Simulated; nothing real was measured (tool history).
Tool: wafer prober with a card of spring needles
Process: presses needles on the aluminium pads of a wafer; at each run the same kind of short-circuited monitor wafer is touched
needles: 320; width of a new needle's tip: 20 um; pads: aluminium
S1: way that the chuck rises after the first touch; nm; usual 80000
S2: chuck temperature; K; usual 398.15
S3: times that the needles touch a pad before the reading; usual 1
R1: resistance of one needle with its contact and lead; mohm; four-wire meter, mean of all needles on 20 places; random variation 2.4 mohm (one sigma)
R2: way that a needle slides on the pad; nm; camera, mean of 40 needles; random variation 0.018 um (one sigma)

run,hour,S1,S2,S3,R1,R2
1,0,80000,398.15,1,287,14020
# hour 3.6: tips cleaned on abrasive film
# hour 9.4: tips cleaned on abrasive film
# hour 14.2: tips cleaned on abrasive film
2,18.2,80000,398.15,1,297,14000
# hour 19.5: tips cleaned on abrasive film
# hour 24.2: tips cleaned on abrasive film
# hour 30.1: tips cleaned on abrasive film
3,33.4,80000,390.15,1,287,13970
# hour 35.8: tips cleaned on abrasive film
# hour 40.5: tips cleaned on abrasive film
# hour 45.2: tips cleaned on abrasive film
# hour 50: tips cleaned on abrasive film
# hour 55.8: tips cleaned on abrasive film
4,58.3,80000,398.15,3,276,13940
# hour 60.7: tips cleaned on abrasive film
# hour 65.5: tips cleaned on abrasive film
# hour 71.3: tips cleaned on abrasive film
5,73.8,80000,398.15,3,276,13880
# hour 76.2: tips cleaned on abrasive film
# hour 80.9: tips cleaned on abrasive film
# hour 86.8: tips cleaned on abrasive film
# hour 87.1: height of the first contact set anew
# hour 93: tips cleaned on abrasive film
# hour 97.7: tips cleaned on abrasive film
# hour 102.4: tips cleaned on abrasive film
# hour 107.2: tips cleaned on abrasive film
6,111,80000,398.15,3,283,14120
# hour 112.2: tips cleaned on abrasive film
# hour 117: tips cleaned on abrasive film
# hour 121.7: tips cleaned on abrasive film
# hour 127.6: tips cleaned on abrasive film
# hour 132.3: tips cleaned on abrasive film
7,133.9,80000,330.15,1,269,14070
# hour 137.5: tips cleaned on abrasive film
# hour 143.4: tips cleaned on abrasive film
# hour 149.3: tips cleaned on abrasive film
8,151.1,80000,330.15,1,272,14040
# hour 154.7: tips cleaned on abrasive film
# hour 159.4: tips cleaned on abrasive film
# hour 165.3: tips cleaned on abrasive film
9,167.9,80000,330.15,1,277,14020
# hour 170.3: tips cleaned on abrasive film
# hour 176.2: tips cleaned on abrasive film
# hour 182.1: tips cleaned on abrasive film
# hour 186.8: tips cleaned on abrasive film
# hour 192.7: tips cleaned on abrasive film
10,195.3,80000,330.15,1,276,13990
# hour 197.7: tips cleaned on abrasive film
# hour 202.5: tips cleaned on abrasive film
# hour 207.2: tips cleaned on abrasive film
# hour 213.1: tips cleaned on abrasive film
# hour 219: tips cleaned on abrasive film
# hour 223.7: tips cleaned on abrasive film
11,224.5,80000,330.15,1,265,13920
# hour 229.2: tips cleaned on abrasive film
# hour 233.9: tips cleaned on abrasive film
# hour 238.7: tips cleaned on abrasive film
# hour 244.5: tips cleaned on abrasive film
12,245.6,80000,330.15,1,271,13910
# hour 250.3: tips cleaned on abrasive film
# hour 256.2: tips cleaned on abrasive film
# hour 256.5: height of the first contact set anew
# hour 262.4: tips cleaned on abrasive film
# hour 268.3: tips cleaned on abrasive film
13,269.1,80000,330.15,1,263,14130
# hour 273.9: tips cleaned on abrasive film
# hour 278.6: tips cleaned on abrasive film
# hour 284.5: tips cleaned on abrasive film
14,284.6,76000,356.15,3,265,13430
# hour 289.4: tips cleaned on abrasive film
# hour 295.2: tips cleaned on abrasive film
# hour 300: tips cleaned on abrasive film
# hour 304.7: tips cleaned on abrasive film
15,307.3,69000,398.15,2,288,12140
# hour 309.7: tips cleaned on abrasive film
# hour 315.6: tips cleaned on abrasive film
# hour 321.4: tips cleaned on abrasive film
# hour 326.2: tips cleaned on abrasive film
# hour 331.9: tips cleaned on abrasive film
16,331.9,69000,398.15,2,273,12090
# hour 336.6: tips cleaned on abrasive film
# hour 341.3: tips cleaned on abrasive film
# hour 347.2: tips cleaned on abrasive film
# hour 353.1: tips cleaned on abrasive film
# hour 359: tips cleaned on abrasive film
# hour 364.8: tips cleaned on abrasive film
17,367.7,97000,398.15,3,276,17030
# hour 370.1: tips cleaned on abrasive film
# hour 376: tips cleaned on abrasive film
# hour 381.8: tips cleaned on abrasive film
# hour 387.7: tips cleaned on abrasive film
18,390.9,73000,333.15,1,289,12720
# hour 393.3: tips cleaned on abrasive film
# hour 399.2: tips cleaned on abrasive film
# hour 403.9: tips cleaned on abrasive film
# hour 409.8: tips cleaned on abrasive film
19,413,80000,321.15,3,260,13900
# hour 415.4: tips cleaned on abrasive film
# hour 420.2: tips cleaned on abrasive film
# hour 424.9: tips cleaned on abrasive film
# hour 426.3: height of the first contact set anew
# hour 429.9: tips cleaned on abrasive film
20,432.6,95000,311.15,2,260,16770
# hour 435: tips cleaned on abrasive film
# hour 440.9: tips cleaned on abrasive film
# hour 446.8: tips cleaned on abrasive film
# hour 452.6: tips cleaned on abrasive film
21,454.9,65000,348.15,2,276,11470
# hour 458.5: tips cleaned on abrasive film
# hour 463.2: tips cleaned on abrasive film
# hour 469.1: tips cleaned on abrasive film
# hour 474.9: tips cleaned on abrasive film
22,479.4,65000,348.15,2,287,11400
# hour 480.6: tips cleaned on abrasive film
# hour 485.3: tips cleaned on abrasive film
# hour 490.1: tips cleaned on abrasive film
# hour 495.9: tips cleaned on abrasive film
# hour 500.7: tips cleaned on abrasive film
# hour 505.4: tips cleaned on abrasive film
23,506,65000,348.15,2,269,11350
# hour 510.8: tips cleaned on abrasive film
# hour 516.6: tips cleaned on abrasive film
# hour 521.4: tips cleaned on abrasive film
# hour 526.1: tips cleaned on abrasive film
# hour 532: tips cleaned on abrasive film
24,533.4,95000,376.15,2,273,16620
# hour 537: tips cleaned on abrasive film
# hour 542.9: tips cleaned on abrasive film
# hour 548.7: tips cleaned on abrasive film
25,552.3,95000,376.15,1,283,16650

4 ways to go on from here, each from the tool as it stands after run 25. What would each give?
# hour 553.5: tips cleaned on abrasive film
# hour 559.4: tips cleaned on abrasive film
# hour 565.3: tips cleaned on abrasive film
# hour 571.2: tips cleaned on abrasive film
# hour 575.9: tips cleaned on abrasive film
# hour 581.7: tips cleaned on abrasive film
A,581.7,80000,319.15,2,?,?
# hour 553.5: tips cleaned on abrasive film
# hour 559.4: tips cleaned on abrasive film
# hour 565.3: tips cleaned on abrasive film
# hour 571.2: tips cleaned on abrasive film
# hour 575.9: tips cleaned on abrasive film
# hour 581.7: tips cleaned on abrasive film
B,581.7,96000,398.15,1,?,?
# hour 553.5: tips cleaned on abrasive film
# hour 559.4: tips cleaned on abrasive film
# hour 565.3: tips cleaned on abrasive film
# hour 571.2: tips cleaned on abrasive film
# hour 575.9: tips cleaned on abrasive film
# hour 581.7: tips cleaned on abrasive film
C,581.7,78000,376.15,3,?,?
# hour 553.5: tips cleaned on abrasive film
# hour 559.4: tips cleaned on abrasive film
# hour 565.3: tips cleaned on abrasive film
# hour 571.2: tips cleaned on abrasive film
# hour 575.9: tips cleaned on abrasive film
# hour 581.7: tips cleaned on abrasive film
D,581.7,80000,391.15,1,?,?

run,R1,R2
A,256,13920
B,274,16800
C,270,13580
D,274,13910
Without the tool's hidden state the same runs would have given:
run,R1,R2
A,254,14150
B,273,17030
C,268,13810
D,272,14140
